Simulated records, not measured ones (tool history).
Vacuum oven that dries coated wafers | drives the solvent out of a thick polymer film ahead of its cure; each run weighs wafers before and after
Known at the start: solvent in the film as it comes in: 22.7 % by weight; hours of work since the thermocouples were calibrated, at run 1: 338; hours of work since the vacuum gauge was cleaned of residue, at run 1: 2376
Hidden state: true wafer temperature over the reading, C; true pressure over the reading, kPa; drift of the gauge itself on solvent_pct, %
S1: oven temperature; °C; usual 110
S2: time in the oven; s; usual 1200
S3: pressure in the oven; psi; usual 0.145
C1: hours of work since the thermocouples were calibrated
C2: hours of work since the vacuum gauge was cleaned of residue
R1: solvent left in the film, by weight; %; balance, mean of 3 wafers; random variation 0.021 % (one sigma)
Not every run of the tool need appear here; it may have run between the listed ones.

{"run": 1, "hour": 0.0, "S1": 110, "S2": 1200, "S3": 0.145, "C1": 338, "C2": 2376, "R1": 2.8}
{"run": 2, "hour": 49.5, "S1": 110, "S2": 1200, "S3": 0.145, "C1": 370, "C2": 2409, "R1": 2.79}
{"run": 3, "hour": 97.3, "S1": 111, "S2": 1200, "S3": 0.145, "C1": 402, "C2": 2440, "R1": 2.47}
{"hour": 110.3, "done": "vacuum gauge cleaned of residue and calibrated"}
{"run": 4, "hour": 141.6, "S1": 99, "S2": 1200, "S3": 0.145, "C1": 430, "C2": 21, "R1": 7.11}
{"run": 5, "hour": 204.5, "S1": 107, "S2": 1200, "S3": 0.145, "C1": 471, "C2": 62, "R1": 3.79}
{"run": 6, "hour": 256.6, "S1": 110, "S2": 1200, "S3": 0.145, "C1": 506, "C2": 96, "R1": 2.79}
{"run": 7, "hour": 332.3, "S1": 110, "S2": 1200, "S3": 0.145, "C1": 555, "C2": 146, "R1": 2.81}
{"run": 8, "hour": 430.1, "S1": 110, "S2": 1200, "S3": 0.145, "C1": 620, "C2": 210, "R1": 2.74}
{"run": 9, "hour": 479.1, "S1": 110, "S2": 1200, "S3": 0.145, "C1": 652, "C2": 242, "R1": 2.73}
{"hour": 546.8, "done": "oven's thermocouples calibrated"}
{"run": 10, "hour": 563.4, "S1": 110, "S2": 1200, "S3": 0.145, "C1": 11, "C2": 296, "R1": 3.02}
{"hour": 617.9, "done": "vacuum gauge cleaned of residue and calibrated, once more"}
{"run": 11, "hour": 630.8, "S1": 110, "S2": 1200, "S3": 0.073, "C1": 54, "C2": 8, "R1": 2.6}
{"run": 12, "hour": 678.9, "S1": 110, "S2": 1200, "S3": 0.094, "C1": 86, "C2": 40, "R1": 2.63}
{"run": 13, "hour": 768.8, "S1": 110, "S2": 1200, "S3": 0.094, "C1": 145, "C2": 99, "R1": 2.59}
{"run": 14, "hour": 864.2, "S1": 110, "S2": 1200, "S3": 0.145, "C1": 208, "C2": 162, "R1": 2.69}
{"run": 15, "hour": 943.9, "S1": 110, "S2": 1200, "S3": 0.145, "C1": 260, "C2": 214, "R1": 2.71}
{"run": 16, "hour": 1001.1, "S1": 123, "S2": 1200, "S3": 0.145, "C1": 298, "C2": 252, "R1": 0.41}
{"run": 17, "hour": 1082.7, "S1": 123, "S2": 1200, "S3": 0.145, "C1": 351, "C2": 306, "R1": 0.42}
{"run": 18, "hour": 1156.4, "S1": 123, "S2": 1200, "S3": 0.145, "C1": 400, "C2": 354, "R1": 0.41}
{"run": 19, "hour": 1240.7, "S1": 110, "S2": 1200, "S3": 0.145, "C1": 455, "C2": 409, "R1": 2.61}
{"run": 20, "hour": 1310.7, "S1": 110, "S2": 1200, "S3": 0.145, "C1": 501, "C2": 455, "R1": 2.6}
{"run": 21, "hour": 1352.7, "S1": 110, "S2": 1200, "S3": 0.145, "C1": 529, "C2": 483, "R1": 2.58}
{"run": 22, "hour": 1412.2, "S1": 110, "S2": 1200, "S3": 0.145, "C1": 568, "C2": 522, "R1": 2.58}
{"run": 23, "hour": 1509.4, "S1": 110, "S2": 780, "S3": 0.145, "C1": 632, "C2": 586, "R1": 4.94}
{"run": 24, "hour": 1598.6, "S1": 120, "S2": 600, "S3": 0.305, "C1": 690, "C2": 645, "R1": 3.13}
{"hour": 1607.3, "done": "oven's thermocouples calibrated"}
{"run": 25, "hour": 1689.4, "S1": 120, "S2": 600, "S3": 0.305, "C1": 54, "C2": 703, "R1": 3.49}
{"run": 26, "hour": 1781.4, "S1": 102, "S2": 1260, "S3": 0.241, "C1": 114, "C2": 763, "R1": 5.77}
{"run": 27, "hour": 1863.2, "S1": 102, "S2": 780, "S3": 0.112, "C1": 168, "C2": 817, "R1": 8.55}
{"run": 28, "hour": 1914.0, "S1": 111, "S2": 1140, "S3": 0.077, "C1": 202, "C2": 851, "R1": 2.57}
{"run": 29, "hour": 1969.7, "S1": 124, "S2": 780, "S3": 0.097, "C1": 238, "C2": 887, "R1": 1.1}
{"run": 30, "hour": 2066.6, "S1": 115, "S2": 1200, "S3": 0.125, "C1": 302, "C2": 951, "R1": 1.47}
{"run": 31, "hour": 2160.9, "S1": 115, "S2": 1200, "S3": 0.125, "C1": 364, "C2": 1013, "R1": 1.44}
{"run": 32, "hour": 2248.8, "S1": 115, "S2": 1200, "S3": 0.144, "C1": 422, "C2": 1071, "R1": 1.45}
{"run": 33, "hour": 2339.6, "S1": 115, "S2": 1200, "S3": 0.144, "C1": 481, "C2": 1130, "R1": 1.44}
{"run": 34, "hour": 2390.6, "S1": 122, "S2": 1560, "S3": 0.151, "C1": 515, "C2": 1164, "R1": 0.36}
{"run": 35, "hour": 2431.9, "S1": 110, "S2": 1200, "S3": 0.367, "C1": 542, "C2": 1191, "R1": 3.14}
{"run": 36, "hour": 2509.0, "S1": 122, "S2": 720, "S3": 0.503, "C1": 593, "C2": 1242, "R1": 2.21}
{"run": 37, "hour": 2573.7, "S1": 122, "S2": 720, "S3": 0.503, "C1": 635, "C2": 1284, "R1": 2.2}
{"run": 38, "hour": 2633.2, "S1": 101, "S2": 780, "S3": 0.145, "C1": 674, "C2": 1323, "R1": 8.75}
{"hour": 2663.0, "done": "oven's thermocouples calibrated"}
{"run": 39, "hour": 2715.5, "S1": 115, "S2": 600, "S3": 0.468, "C1": 34, "C2": 1376, "R1": 5.5}
{"run": 40, "hour": 2811.0, "S1": 106, "S2": 1740, "S3": 0.145, "C1": 97, "C2": 1439, "R1": 2.35}
{"run": 41, "hour": 2891.7, "S1": 110, "S2": 1680, "S3": 0.252, "C1": 150, "C2": 1492, "R1": 1.74}
{"run": 42, "hour": 2985.4, "S1": 110, "S2": 1680, "S3": 0.252, "C1": 212, "C2": 1553, "R1": 1.74}
{"run": 43, "hour": 3039.2, "S1": 110, "S2": 1200, "S3": 0.229, "C1": 247, "C2": 1589, "R1": 2.94}
{"run": 44, "hour": 3133.4, "S1": 110, "S2": 1200, "S3": 0.229, "C1": 309, "C2": 1651, "R1": 2.92}
{"run": 45, "hour": 3201.8, "S1": 110, "S2": 1200, "S3": 0.229, "C1": 354, "C2": 1696, "R1": 2.88}
{"run": 46, "hour": 3250.7, "S1": 102, "S2": 1440, "S3": 0.145, "C1": 386, "C2": 1728, "R1": 4.58}

Alternative continuations, all from the tool just after run 46; predict every row:
{"run": "A", "hour": 3322.9, "S1": 119, "S2": 780, "S3": 0.145, "C1": 434, "C2": 1775, "R1": "?"}
{"run": "B", "hour": 3322.9, "S1": 104, "S2": 600, "S3": 0.149, "C1": 434, "C2": 1775, "R1": "?"}
{"run": "C", "hour": 3322.9, "S1": 102, "S2": 1260, "S3": 0.496, "C1": 434, "C2": 1775, "R1": "?"}
{"run": "D", "hour": 3322.9, "S1": 114, "S2": 1200, "S3": 0.145, "C1": 434, "C2": 1775, "R1": "?"}
{"run": "E", "hour": 3322.9, "S1": 118, "S2": 1020, "S3": 0.145, "C1": 434, "C2": 1775, "R1": "?"}

run=A R1=2.19
run=B R1=9.35
run=C R1=6.21
run=D R1=1.67
run=E R1=1.4
With the hidden condition removed and each run's random variation left untouched, the same runs would have given:
run=A R1=2.23
run=B R1=9.47
run=C R1=6.3
run=D R1=1.67
run=E R1=1.41
